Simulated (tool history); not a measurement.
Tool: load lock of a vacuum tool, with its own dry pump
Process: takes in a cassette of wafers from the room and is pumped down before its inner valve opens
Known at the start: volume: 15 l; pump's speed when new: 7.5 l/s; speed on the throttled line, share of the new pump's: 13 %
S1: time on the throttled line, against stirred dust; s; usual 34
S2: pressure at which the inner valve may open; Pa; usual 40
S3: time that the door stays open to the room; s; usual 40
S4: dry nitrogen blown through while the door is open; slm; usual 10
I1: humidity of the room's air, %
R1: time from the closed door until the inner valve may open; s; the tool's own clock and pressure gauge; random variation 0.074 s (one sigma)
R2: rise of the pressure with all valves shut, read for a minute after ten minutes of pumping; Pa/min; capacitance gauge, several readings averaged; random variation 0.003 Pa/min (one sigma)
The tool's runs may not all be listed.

run,hour,S1,S2,S3,S4,I1,R1,R2
1,0.0,34,40,40,10,44.2,45.24,0.106
2,83.9,34,40,40,10,45.8,45.28,0.108
3,179.2,34,40,40,10,45.8,45.39,0.111
4,263.2,34,40,40,10,46.2,45.28,0.113
5,347.1,34,40,40,10,43.1,45.29,0.110
6,450.4,34,40,40,10,47.9,45.25,0.123
7,506.4,34,40,40,10,46.1,45.32,0.115
8,593.1,35,40,40,10,44.4,46.18,0.113
9,678.8,35,40,40,10,41.5,46.15,0.111
10,791.2,35,40,40,10,43.5,46.24,0.120
11,922.8,35,40,40,10,43.8,46.23,0.120
12,1021.9,35,40,40,10,46.4,46.25,0.124
13,1104.9,35,40,40,10,44.5,46.33,0.121
14,1214.1,35,40,40,10,46.1,46.20,0.127
15,1348.7,47,40,40,10,44.8,56.57,0.123
16,1483.4,47,40,40,10,46.9,56.77,0.127
17,1574.6,34,40,40,9,43.3,45.39,0.128
18,1636.6,55,40,40,10,47.2,63.76,0.129
19,1707.5,34,48,40,10,45.6,44.97,0.135
20,1840.6,34,48,40,10,47.1,45.01,0.130
21,1932.1,25,47,40,10,44.5,37.37,0.129
22,2054.2,20,40,201,10,45.7,33.33,0.240
23,2143.8,60,40,210,5,45.7,68.00,0.256
24,2228.8,60,40,85,15,49.1,67.96,0.164
25,2314.4,60,40,85,15,46.8,68.06,0.173
26,2394.1,66,68,109,7,49.1,72.17,0.203
27,2525.2,26,30,109,7,40.3,39.37,0.185
28,2622.3,30,45,109,4,45.2,41.82,0.207
29,2727.8,30,45,109,4,40.9,41.81,0.195
30,2850.7,30,45,109,4,40.4,41.87,0.194
31,2987.5,30,45,75,11,43.1,41.94,0.168
32,3114.7,30,45,75,11,47.1,41.82,0.176
33,3253.2,18,41,105,28,43.4,31.58,0.167
34,3345.9,45,40,236,23,42.4,55.22,0.230
35,3442.7,67,60,99,23,41.3,73.28,0.175
36,3548.7,30,40,40,10,44.3,42.10,0.159
37,3607.8,45,31,40,4,44.4,55.66,0.166
38,3704.7,45,31,40,4,44.7,55.68,0.162

Some steps in R1 between neighbouring runs. How much of each would the tool show without its hidden state too (settings, what came in, random variation), and how much is left for the hidden state, with any gauge scatter that isn't in both results?
The hidden state here: pump's speed, % of a new pump's; leak at the door's seal, Pa l/s; drift of the gauge itself on ready_s, %; drift of the gauge itself on rise_pa_min, %.
Run 22 -> 23: S1 20 -> 60, S3 201 -> 210, S4 10 -> 5. R1 +34.67 s: hidden state -0.11, all else +34.78.
Run 26 -> 27: S1 66 -> 26, S2 68 -> 30. R1 -32.80 s: hidden state +0.17, all else -32.97.
Run 34 -> 35: S1 45 -> 67, S2 40 -> 60, S3 236 -> 99. R1 +18.06 s: hidden state -0.12, all else +18.18.
Run 35 -> 36: S1 67 -> 30, S2 60 -> 40, S3 99 -> 40, S4 23 -> 10. R1 -31.18 s: hidden state +0.15, all else -31.33.
